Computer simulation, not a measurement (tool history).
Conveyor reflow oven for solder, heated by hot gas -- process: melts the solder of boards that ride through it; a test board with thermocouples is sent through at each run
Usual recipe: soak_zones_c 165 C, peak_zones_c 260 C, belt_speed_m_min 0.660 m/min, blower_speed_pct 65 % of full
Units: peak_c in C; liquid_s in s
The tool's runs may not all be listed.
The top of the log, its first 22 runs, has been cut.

run,hour,soak_zones_c,peak_zones_c,belt_speed_m_min,blower_speed_pct,hours of work since the flux was cleaned out,hours of work since the belt drive was overhauled,hours of work since the thermocouples were changed,peak_c,liquid_s
23,525.3,158,262,0.573,52,121,927,638,245.32,52.0
24,551.8,178,269,0.713,65,140,945,657,252.36,52.1
25,579.4,174,269,0.713,65,159,965,676,251.48,50.0
26,596.9,174,269,0.744,65,171,977,688,249.73,46.5
# hour 613.3: flux residue cleaned out of gas plates and filters
# hour 629.1: belt drive overhauled, speed set with a stopwatch
27,634.4,178,260,0.660,53,12,4,708,243.20,47.6
28,664.0,175,256,0.695,79,33,24,729,244.99,48.0
29,697.0,154,252,0.779,78,56,47,752,234.34,27.2
30,721.1,159,260,0.676,69,72,64,768,243.97,42.7

3 options for the next run, each taken on its own from the tool as it stands now. Forecast them:
A,744.6,165,260,0.660,86,89,81,785,?,?
B,744.6,159,260,0.676,55,89,81,785,?,?
C,744.6,165,256,0.660,62,89,81,785,?,?

run,peak_c,liquid_s
A,249.87,51.8
B,238.75,36.0
C,240.17,41.1
Stripped of hidden state, with their random variation kept, the same runs would have yielded:
run,peak_c,liquid_s
A,249.44,51.7
B,238.35,35.7
C,239.73,40.9
